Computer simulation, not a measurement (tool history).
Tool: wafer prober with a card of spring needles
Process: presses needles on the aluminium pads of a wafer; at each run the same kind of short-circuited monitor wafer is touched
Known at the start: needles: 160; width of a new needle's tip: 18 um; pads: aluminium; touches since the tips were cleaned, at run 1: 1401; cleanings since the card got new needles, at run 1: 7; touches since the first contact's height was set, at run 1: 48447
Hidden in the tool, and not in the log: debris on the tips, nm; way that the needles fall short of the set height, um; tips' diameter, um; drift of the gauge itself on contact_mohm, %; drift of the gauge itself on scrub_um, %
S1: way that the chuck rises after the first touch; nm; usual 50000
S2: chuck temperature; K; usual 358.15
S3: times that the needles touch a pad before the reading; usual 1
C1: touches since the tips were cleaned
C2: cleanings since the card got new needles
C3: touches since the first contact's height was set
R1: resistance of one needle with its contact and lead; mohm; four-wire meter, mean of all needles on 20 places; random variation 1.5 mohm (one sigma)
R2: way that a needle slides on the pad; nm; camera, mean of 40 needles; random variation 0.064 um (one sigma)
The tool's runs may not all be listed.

run    day     S1      S2  S3    C1  C2     C3   R1     R2
  1  0.000  50000  358.15   1  1401   7  48447  166  10840
     0.842  -- tips cleaned on abrasive film
  2  0.933  43000  358.15   1   535   8  53849  169   9250
  3  1.842  43000  358.15   1  5805   8  59119  216   9310
     1.908  -- tips cleaned on abrasive film
  4  2.396  43000  358.15   1  2818   9  62317  200   9200
     2.958  -- tips cleaned on abrasive film
  5  3.042  33000  358.15   1   489  10  66058  188   7020
  6  3.496  33000  358.15   1  3110  10  68679  259   7070
  7  3.992  56000  321.15   2  5999  10  71568  165  12080
     4.071  -- tips cleaned on abrasive film
  8  4.708  69000  328.15   2  3695  11  75703  151  15070
     5.142  -- tips cleaned on abrasive film
  9  5.554  31000  382.15   1  2383  12  80591  252   6490
 10  6.133  33000  362.15   1  5771  12  83979  267   7110
     6.221  -- tips cleaned on abrasive film
 11  7.075  50000  371.15   1  4948  13  89407  197  10650

Some steps in R1 between neighbouring runs. How much of each would the tool show without its hidden state too (settings, what came in, random variation), and how much is left for the hidden state, with any gauge scatter that isn't in both results?
Run 8 -> 9: S1 69000 -> 31000, S2 328.15 -> 382.15, S3 2 -> 1, tips cleaned on abrasive film. R1 +101 mohm: hidden state +80, all else +21.
